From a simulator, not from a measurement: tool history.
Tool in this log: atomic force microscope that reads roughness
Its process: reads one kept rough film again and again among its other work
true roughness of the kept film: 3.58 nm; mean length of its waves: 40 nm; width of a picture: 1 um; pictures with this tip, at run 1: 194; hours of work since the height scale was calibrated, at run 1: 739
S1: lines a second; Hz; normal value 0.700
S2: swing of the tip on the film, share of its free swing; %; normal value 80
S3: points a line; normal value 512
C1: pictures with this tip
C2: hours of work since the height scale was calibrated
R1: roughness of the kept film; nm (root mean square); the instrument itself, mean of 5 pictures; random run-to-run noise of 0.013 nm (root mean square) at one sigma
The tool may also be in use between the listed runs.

Run 1, hour 0.0: usual settings; C1 194; C2 739. Result: R1 3.214 nm (root mean square).
Run 2, hour 25.7: usual settings; C1 234; C2 754. Result: R1 3.194 nm (root mean square).
Run 3, hour 51.4: usual settings but S1 0.743 Hz; C1 274; C2 769. Result: R1 3.179 nm (root mean square).
Run 4, hour 80.7: usual settings but S1 0.743 Hz, S3 497; C1 320; C2 786. Result: R1 3.212 nm (root mean square).
Run 5, hour 103.7: usual settings but S1 0.743 Hz, S3 497; C1 355; C2 800. Result: R1 3.167 nm (root mean square).
At hour 128.1: new tip fitted.
Run 6, hour 128.2: usual settings but S1 0.743 Hz, S3 497; C1 0; C2 814. Result: R1 3.233 nm (root mean square).
Run 7, hour 141.8: usual settings; C1 21; C2 822. Result: R1 3.223 nm (root mean square).
Run 8, hour 170.2: usual settings but S2 70 %; C1 65; C2 838. Result: R1 3.280 nm (root mean square).
Run 9, hour 200.9: usual settings but S1 1.743 Hz; C1 113; C2 856. Result: R1 3.020 nm (root mean square).
Run 10, hour 232.7: usual settings but S1 1.743 Hz; C1 162; C2 875. Result: R1 3.025 nm (root mean square).
Run 11, hour 246.3: usual settings but S1 1.743 Hz; C1 184; C2 883. Result: R1 3.027 nm (root mean square).
Run 12, hour 269.8: usual settings but S1 1.743 Hz, S2 71 %; C1 220; C2 897. Result: R1 3.143 nm (root mean square).
Run 13, hour 288.8: usual settings but S1 1.743 Hz, S2 71 %; C1 250; C2 908. Result: R1 3.155 nm (root mean square).
Run 14, hour 318.3: usual settings but S1 1.743 Hz, S2 71 %; C1 296; C2 925. Result: R1 3.144 nm (root mean square).
Run 15, hour 343.4: usual settings but S1 0.597 Hz; C1 335; C2 940. Result: R1 3.225 nm (root mean square).
Run 16, hour 367.9: usual settings but S3 573; C1 373; C2 954. Result: R1 3.225 nm (root mean square).
At hour 380.8: new tip fitted.
Run 17, hour 392.5: usual settings but S3 573; C1 19; C2 968. Result: R1 3.236 nm (root mean square).
Run 18, hour 417.8: usual settings but S3 573; C1 58; C2 983. Result: R1 3.217 nm (root mean square).
Run 19, hour 450.2: usual settings but S1 3.716 Hz; C1 109; C2 1002. Result: R1 2.715 nm (root mean square).
Run 20, hour 477.9: usual settings but S1 3.332 Hz; C1 152; C2 1019. Result: R1 2.760 nm (root mean square).
Run 21, hour 499.0: usual settings but S1 3.332 Hz; C1 185; C2 1031. Result: R1 2.769 nm (root mean square).
Run 22, hour 516.6: usual settings but S1 0.688 Hz, S3 426; C1 212; C2 1041. Result: R1 3.217 nm (root mean square).
Run 23, hour 548.6: usual settings but S1 0.688 Hz, S3 426; C1 262; C2 1060. Result: R1 3.200 nm (root mean square).
Run 24, hour 575.5: usual settings but S1 0.688 Hz, S3 426; C1 304; C2 1076. Result: R1 3.224 nm (root mean square).
Run 25, hour 608.2: usual settings but S1 0.650 Hz, S3 276; C1 355; C2 1095. Result: R1 3.187 nm (root mean square).
Run 26, hour 626.2: usual settings but S1 1.093 Hz, S2 57 %, S3 275; C1 383; C2 1106. Result: R1 3.251 nm (root mean square).
At hour 632.6: new tip fitted.
Run 27, hour 658.8: usual settings but S1 1.786 Hz, S2 65 %, S3 891; C1 41; C2 1124. Result: R1 3.208 nm (root mean square).
Run 28, hour 690.7: usual settings but S1 1.571 Hz; C1 91; C2 1143. Result: R1 3.073 nm (root mean square).
Run 29, hour 705.2: usual settings but S1 1.571 Hz; C1 113; C2 1152. Result: R1 3.040 nm (root mean square).
Run 30, hour 729.0: usual settings but S1 1.571 Hz, S2 64 %, S3 306; C1 150; C2 1166. Result: R1 3.239 nm (root mean square).
Run 31, hour 747.7: usual settings but S1 1.571 Hz, S2 72 %, S3 306; C1 179; C2 1177. Result: R1 3.157 nm (root mean square).
Run 32, hour 770.9: usual settings but S1 2.047 Hz, S2 60 %, S3 628; C1 215; C2 1190. Result: R1 3.200 nm (root mean square).
Run 33, hour 791.0: usual settings but S2 55 %, S3 266; C1 247; C2 1202. Result: R1 3.304 nm (root mean square).
Run 34, hour 815.8: usual settings but S1 1.419 Hz, S2 65 %, S3 344; C1 285; C2 1217. Result: R1 3.218 nm (root mean square).
Run 35, hour 846.5: usual settings but S1 3.911 Hz, S2 57 %, S3 960; C1 333; C2 1235. Result: R1 3.163 nm (root mean square).
Run 36, hour 861.2: usual settings but S1 3.911 Hz, S2 57 %, S3 960; C1 356; C2 1243. Result: R1 3.124 nm (root mean square).

4 ways to go on from here, each from the tool as it stands after run 36. What would each give?
At hour 883.8: new tip fitted.
Run A, hour 894.2: usual settings but S2 58 %; C1 16; C2 1262. Result: R1 ?.
At hour 883.8: new tip fitted.
Run B, hour 894.2: usual settings but S1 3.133 Hz, S2 76 %, S3 300; C1 16; C2 1262. Result: R1 ?.
At hour 883.8: new tip fitted.
Run C, hour 894.2: usual settings but S1 1.474 Hz, S2 57 %, S3 960; C1 16; C2 1262. Result: R1 ?.
At hour 883.8: new tip fitted.
Run D, hour 894.2: usual settings but S1 2.171 Hz, S2 65 %, S3 927; C1 16; C2 1262. Result: R1 ?.

run     R1
  A  3.306
  B  2.888
  C  3.302
  D  3.189
Stripped of hidden state, with their random variation kept, the same runs would have yielded:
run     R1
  A  3.307
  B  2.889
  C  3.303
  D  3.191

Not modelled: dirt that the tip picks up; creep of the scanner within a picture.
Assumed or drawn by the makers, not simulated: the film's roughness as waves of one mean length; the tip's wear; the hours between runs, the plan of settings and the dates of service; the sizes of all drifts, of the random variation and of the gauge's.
